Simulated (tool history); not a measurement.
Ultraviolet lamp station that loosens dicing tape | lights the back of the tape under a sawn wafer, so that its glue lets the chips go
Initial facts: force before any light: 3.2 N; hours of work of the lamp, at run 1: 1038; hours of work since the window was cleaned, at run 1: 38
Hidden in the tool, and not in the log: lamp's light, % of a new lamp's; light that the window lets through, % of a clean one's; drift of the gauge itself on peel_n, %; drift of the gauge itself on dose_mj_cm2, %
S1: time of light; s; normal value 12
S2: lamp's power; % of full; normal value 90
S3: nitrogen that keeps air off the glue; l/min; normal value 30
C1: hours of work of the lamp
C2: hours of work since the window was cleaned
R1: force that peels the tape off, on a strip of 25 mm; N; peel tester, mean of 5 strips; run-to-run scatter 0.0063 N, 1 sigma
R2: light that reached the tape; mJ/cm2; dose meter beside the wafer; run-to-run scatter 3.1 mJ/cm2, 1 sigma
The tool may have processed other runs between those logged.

Run 1, day 0.000: usual settings; C1 1038; C2 38. Result: R1 0.366 N, R2 352 mJ/cm2.
Run 2, day 2.888: usual settings; C1 1071; C2 70. Result: R1 0.387 N, R2 347 mJ/cm2.
Run 3, day 5.075: usual settings; C1 1095; C2 95. Result: R1 0.397 N, R2 339 mJ/cm2.
Run 4, day 6.954: usual settings; C1 1116; C2 116. Result: R1 0.403 N, R2 334 mJ/cm2.
Run 5, day 10.346: usual settings but S2 98 % of full; C1 1155; C2 154. Result: R1 0.358 N, R2 356 mJ/cm2.
Run 6, day 12.904: usual settings; C1 1184; C2 183. Result: R1 0.440 N, R2 324 mJ/cm2.
Run 7, day 15.371: usual settings; C1 1211; C2 211. Result: R1 0.450 N, R2 319 mJ/cm2.
Run 8, day 17.117: usual settings but S2 93 % of full; C1 1231; C2 231. Result: R1 0.420 N, R2 328 mJ/cm2.
Run 9, day 20.221: usual settings but S2 93 % of full; C1 1266; C2 266. Result: R1 0.437 N, R2 322 mJ/cm2.
Run 10, day 22.804: usual settings but S3 15 l/min; C1 1295; C2 295. Result: R1 0.712 N, R2 307 mJ/cm2.
Run 11, day 25.571: usual settings but S3 15 l/min; C1 1326; C2 326. Result: R1 0.749 N, R2 300 mJ/cm2.
Run 12, day 27.342: usual settings but S3 15 l/min; C1 1346; C2 346. Result: R1 0.746 N, R2 295 mJ/cm2.
Run 13, day 29.025: usual settings but S3 15 l/min; C1 1365; C2 365. Result: R1 0.740 N, R2 295 mJ/cm2.
Run 14, day 32.200: usual settings but S3 15 l/min; C1 1401; C2 401. Result: R1 0.765 N, R2 289 mJ/cm2.
Run 15, day 34.633: usual settings but S3 15 l/min; C1 1429; C2 428. Result: R1 0.817 N, R2 279 mJ/cm2.
Run 16, day 36.283: usual settings but S3 15 l/min; C1 1447; C2 447. Result: R1 0.805 N, R2 278 mJ/cm2.
Run 17, day 39.779: usual settings but S1 11 s; C1 1487; C2 487. Result: R1 0.651 N, R2 252 mJ/cm2.
Run 18, day 41.192: usual settings but S1 11 s; C1 1503; C2 502. Result: R1 0.656 N, R2 248 mJ/cm2.
At day 43.546: window cleaned of glue's vapour.
Run 19, day 43.546: usual settings but S1 11 s; C1 1529; C2 0. Result: R1 0.573 N, R2 277 mJ/cm2.
Run 20, day 46.862: usual settings; C1 1566; C2 37. Result: R1 0.512 N, R2 293 mJ/cm2.
Run 21, day 49.771: usual settings; C1 1599; C2 70. Result: R1 0.548 N, R2 287 mJ/cm2.
Run 22, day 51.304: usual settings but S1 8 s, S2 89 % of full, S3 12 l/min; C1 1616; C2 88. Result: R1 1.306 N, R2 187 mJ/cm2.
Run 23, day 52.921: usual settings but S1 8 s, S2 89 % of full, S3 12 l/min; C1 1635; C2 106. Result: R1 1.365 N, R2 185 mJ/cm2.
Run 24, day 56.146: usual settings but S1 20 s, S2 69 % of full, S3 11 l/min; C1 1671; C2 142. Result: R1 0.704 N, R2 351 mJ/cm2.
Run 25, day 58.412: usual settings but S1 21 s, S2 97 % of full, S3 12 l/min; C1 1697; C2 168. Result: R1 0.337 N, R2 506 mJ/cm2.
Run 26, day 60.779: usual settings but S1 21 s, S2 97 % of full, S3 12 l/min; C1 1723; C2 194. Result: R1 0.350 N, R2 504 mJ/cm2.
Run 27, day 62.746: usual settings but S1 6 s, S3 52 l/min; C1 1746; C2 217. Result: R1 1.141 N, R2 135 mJ/cm2.
At day 64.604: lamp changed.
Run 28, day 65.271: usual settings but S1 6 s, S2 83 % of full, S3 33 l/min; C1 8; C2 245. Result: R1 0.828 N, R2 206 mJ/cm2.
Run 29, day 68.271: usual settings but S1 9 s, S2 68 % of full, S3 41 l/min; C1 41; C2 278. Result: R1 0.564 N, R2 253 mJ/cm2.
Run 30, day 71.150: usual settings but S1 9 s, S2 68 % of full, S3 41 l/min; C1 74; C2 311. Result: R1 0.580 N, R2 248 mJ/cm2.
Run 31, day 73.083: usual settings but S1 9 s, S2 68 % of full, S3 41 l/min; C1 96; C2 333. Result: R1 0.611 N, R2 247 mJ/cm2.
Run 32, day 75.442: usual settings but S1 14 s, S2 100 % of full, S3 16 l/min; C1 122; C2 359. Result: R1 0.235 N, R2 553 mJ/cm2.
Run 33, day 77.212: usual settings but S1 14 s, S2 100 % of full, S3 16 l/min; C1 142; C2 379. Result: R1 0.258 N, R2 547 mJ/cm2.
Run 34, day 80.504: usual settings but S1 14 s, S2 100 % of full, S3 16 l/min; C1 179; C2 416. Result: R1 0.241 N, R2 536 mJ/cm2.
Run 35, day 83.692: usual settings but S1 14 s, S2 100 % of full, S3 16 l/min; C1 215; C2 452. Result: R1 0.263 N, R2 525 mJ/cm2.
Run 36, day 85.771: usual settings but S1 14 s, S2 100 % of full, S3 16 l/min; C1 239; C2 476. Result: R1 0.253 N, R2 524 mJ/cm2.
Run 37, day 88.638: usual settings but S1 14 s, S2 100 % of full, S3 16 l/min; C1 271; C2 508. Result: R1 0.266 N, R2 520 mJ/cm2.
At day 90.554: window cleaned of glue's vapour.
Run 38, day 91.779: usual settings but S1 14 s, S2 100 % of full, S3 16 l/min; C1 306; C2 14. Result: R1 0.218 N, R2 566 mJ/cm2.
Run 39, day 93.400: usual settings but S1 14 s, S2 100 % of full, S3 16 l/min; C1 325; C2 32. Result: R1 0.225 N, R2 558 mJ/cm2.
Run 40, day 96.592: usual settings but S1 14 s, S2 100 % of full, S3 47 l/min; C1 361; C2 68. Result: R1 0.106 N, R2 551 mJ/cm2.
Run 41, day 99.646: usual settings but S1 13 s, S2 78 % of full; C1 395; C2 103. Result: R1 0.294 N, R2 396 mJ/cm2.
Run 42, day 101.629: usual settings but S2 75 % of full; C1 417; C2 125. Result: R1 0.391 N, R2 346 mJ/cm2.

Hidden condition of the tool, last listed run before each entry between runs versus first listed run after:
Logged between run 18 and run 19: window cleaned of glue's vapour (day 43.546)
  lamp's light, % of a new lamp's: 63.5 -> 62.9; light that the window lets through, % of a clean one's: 90.1 -> 99.6
  what was measured, less what the result would be without the hidden state, R1: +0.433 -> +0.345 N; R2: -186 -> -163 mJ/cm2
Logged between run 27 and run 28: lamp changed (day 64.604)
  lamp's light, % of a new lamp's: 58 -> 98.6; light that the window lets through, % of a clean one's: 95.4 -> 94.8
  what was measured, less what the result would be without the hidden state, R1: +0.613 -> +0.071 N; R2: -106 -> -14 mJ/cm2
Logged between run 37 and run 38: window cleaned of glue's vapour (day 90.554)
  lamp's light, % of a new lamp's: 92.7 -> 91.8; light that the window lets through, % of a clean one's: 89.8 -> 99.7
  what was measured, less what the result would be without the hidden state, R1: +0.090 -> +0.040 N; R2: -104 -> -53 mJ/cm2
